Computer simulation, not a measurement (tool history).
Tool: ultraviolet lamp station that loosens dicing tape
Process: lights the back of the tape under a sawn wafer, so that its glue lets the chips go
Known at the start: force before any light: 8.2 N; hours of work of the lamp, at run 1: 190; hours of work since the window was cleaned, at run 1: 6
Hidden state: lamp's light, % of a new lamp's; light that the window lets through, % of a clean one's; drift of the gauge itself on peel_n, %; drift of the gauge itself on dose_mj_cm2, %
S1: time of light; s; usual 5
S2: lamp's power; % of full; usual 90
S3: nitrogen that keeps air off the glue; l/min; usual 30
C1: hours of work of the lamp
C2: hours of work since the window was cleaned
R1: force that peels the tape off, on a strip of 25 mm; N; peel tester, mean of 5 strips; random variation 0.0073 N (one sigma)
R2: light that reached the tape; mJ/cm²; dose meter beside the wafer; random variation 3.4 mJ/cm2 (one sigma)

| run | day | S1 | S2 | S3 | C1 | C2 | R1 | R2 |
|---|---|---|---|---|---|---|---|---|
| 1 | 0.000 | 5 | 90 | 30 | 190 | 6 | 0.319 | 519 |
| 2 | 2.625 | 5 | 90 | 30 | 229 | 45 | 0.324 | 496 |
| 3 | 4.975 | 5 | 90 | 30 | 265 | 80 | 0.333 | 492 |
| 4 | 7.988 | 5 | 90 | 30 | 310 | 126 | 0.336 | 476 |
| 5 | 9.875 | 5 | 90 | 30 | 338 | 154 | 0.377 | 469 |
| 6 | 11.300 | 5 | 90 | 21 | 359 | 175 | 0.443 | 465 |
| 7 | 14.271 | 5 | 90 | 21 | 404 | 220 | 0.471 | 451 |
| 8 | 17.404 | 5 | 90 | 21 | 451 | 267 | 0.503 | 440 |
| 9 | 18.988 | 5 | 90 | 9 | 475 | 290 | 0.803 | 434 |
| 10 | 21.279 | 5 | 90 | 40 | 509 | 325 | 0.422 | 419 |
| 11 | 23.204 | 5 | 71 | 40 | 538 | 354 | 0.737 | 321 |
| 12 | 26.129 | 5 | 90 | 30 | 582 | 398 | 0.544 | 394 |
| 13 | 29.229 | 5 | 90 | 30 | 628 | 444 | 0.569 | 385 |
| 14 | 32.079 | 5 | 90 | 30 | 671 | 487 | 0.591 | 373 |
| 15 | 33.825 | 5 | 90 | 30 | 697 | 513 | 0.610 | 366 |
|  | 35.767 | lamp changed |
|  | 36.029 | window cleaned of glue's vapour |
| 16 | 36.083 | 8 | 67 | 30 | 4 | 1 | 0.209 | 647 |
| 17 | 37.675 | 3 | 88 | 56 | 28 | 25 | 0.695 | 316 |
| 18 | 40.575 | 3 | 87 | 52 | 72 | 68 | 0.793 | 308 |

Run 19 comes next. What will it give?
| 19 | 43.000 | 3 | 67 | 52 | 108 | 105 | ? | ? |

Run 19 gave R1 1.347 N, R2 229 mJ/cm².
Without the tool's hidden state the same run would have given R1 1.178 N, R2 247 mJ/cm².
